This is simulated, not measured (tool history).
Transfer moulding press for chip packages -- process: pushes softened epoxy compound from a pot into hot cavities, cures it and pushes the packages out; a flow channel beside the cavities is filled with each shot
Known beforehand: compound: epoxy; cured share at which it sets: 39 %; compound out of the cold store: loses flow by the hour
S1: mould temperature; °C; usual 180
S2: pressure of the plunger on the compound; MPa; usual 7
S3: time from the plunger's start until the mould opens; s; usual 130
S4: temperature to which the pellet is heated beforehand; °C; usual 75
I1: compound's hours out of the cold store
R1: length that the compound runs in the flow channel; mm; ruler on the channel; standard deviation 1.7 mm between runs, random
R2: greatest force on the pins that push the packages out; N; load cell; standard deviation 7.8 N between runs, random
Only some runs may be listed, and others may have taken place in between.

run,hour,S1,S2,S3,S4,I1,R1,R2
1,0,180,7,130,75,9,894,349
2,13.5,180,7,130,75,22.2,858,350
3,20.3,180,7,130,75,46.4,792,385
4,33.9,180,7,124,75,27.6,840,423
5,46.4,180,7,124,75,18.4,865,428
6,57.8,180,7,124,82,19.9,863,443
7,63.5,180,7,124,82,15.3,874,473
8,73,187,7,130,75,33.6,800,418
9,85.3,187,8.58,130,75,22,923,430
10,97.5,185,8.58,130,75,12.3,958,440
11,104.9,185,8.58,130,75,10.9,963,427
# hour 111.9: cavities cleaned with cleaning compound and waxed
12,115,185,8.58,130,75,37.3,880,329
13,122.7,180,7,127,75,27.3,838,365
14,131.2,180,7,130,70,32.9,821,375
15,145.1,180,8.38,130,71,12.5,962,412
16,150.9,180,8.38,130,71,34.7,894,406
17,164.5,180,8.18,130,75,32.9,890,421
18,175.3,180,8.18,130,75,27.2,905,428
19,185.4,180,8.18,130,75,23.1,915,459
20,194.4,180,8.18,130,75,21.5,921,478
21,206,180,8.18,130,75,27.4,904,474

Estimate the outcome of run 22 from the log above:
22,215.7,172,8.18,130,84,27.3,?,?

R1: 930 mm
R2: 716 N
Without the tool's hidden state the same run would have given R1 965 mm, R2 503 N.
